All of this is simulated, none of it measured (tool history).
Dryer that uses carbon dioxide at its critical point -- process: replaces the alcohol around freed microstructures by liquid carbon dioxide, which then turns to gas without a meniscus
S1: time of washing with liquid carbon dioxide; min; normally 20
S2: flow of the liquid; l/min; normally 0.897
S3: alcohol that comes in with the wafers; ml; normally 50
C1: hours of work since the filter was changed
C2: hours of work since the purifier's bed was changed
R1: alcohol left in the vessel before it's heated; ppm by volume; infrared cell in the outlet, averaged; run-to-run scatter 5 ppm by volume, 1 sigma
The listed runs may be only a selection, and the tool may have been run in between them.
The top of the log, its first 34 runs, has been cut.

run   hour  S1     S2   S3  C1   C2  R1
 35  254.1  28  0.877   23  43  168  18
 36  260.2  28  0.877   23  47  171  24
 37  267.1  25  0.786   22  50  174  25
 38  276.7  25  0.786   22  55  179  32
 39  284.9  25  0.786   22  60  184  23
 40  291.1  23  0.611   36  63  187  88
 41  297.5  24  0.768   60  66  190  37
 42  307.4  24  0.768   60  71  195  39
 43  314.1  24  0.768   60  75  199  51
 44    324  21  0.897   86  80  204  57
 45  330.8  21  0.897   86  83  208  53
 46  338.8  21  0.897   86  88  212  61
 47  344.3  17  1.031  115  91  215  91

Predict each of these 4 candidate next runs independently; none follows another, all start after run 47:
  A  352.2  17  1.031   24  95  219   ?
  B  352.2  14    0.9   68  95  219   ?
  C  352.2  17  0.694  120  95  219   ?
  D  352.2  17  0.644  115  95  219   ?

run   R1
  A   42
  B  267
  C  556
  D  741
Stripped of hidden state, with their random variation kept, the same runs would have yielded:
run   R1
  A   12
  B  181
  C  402
  D  553
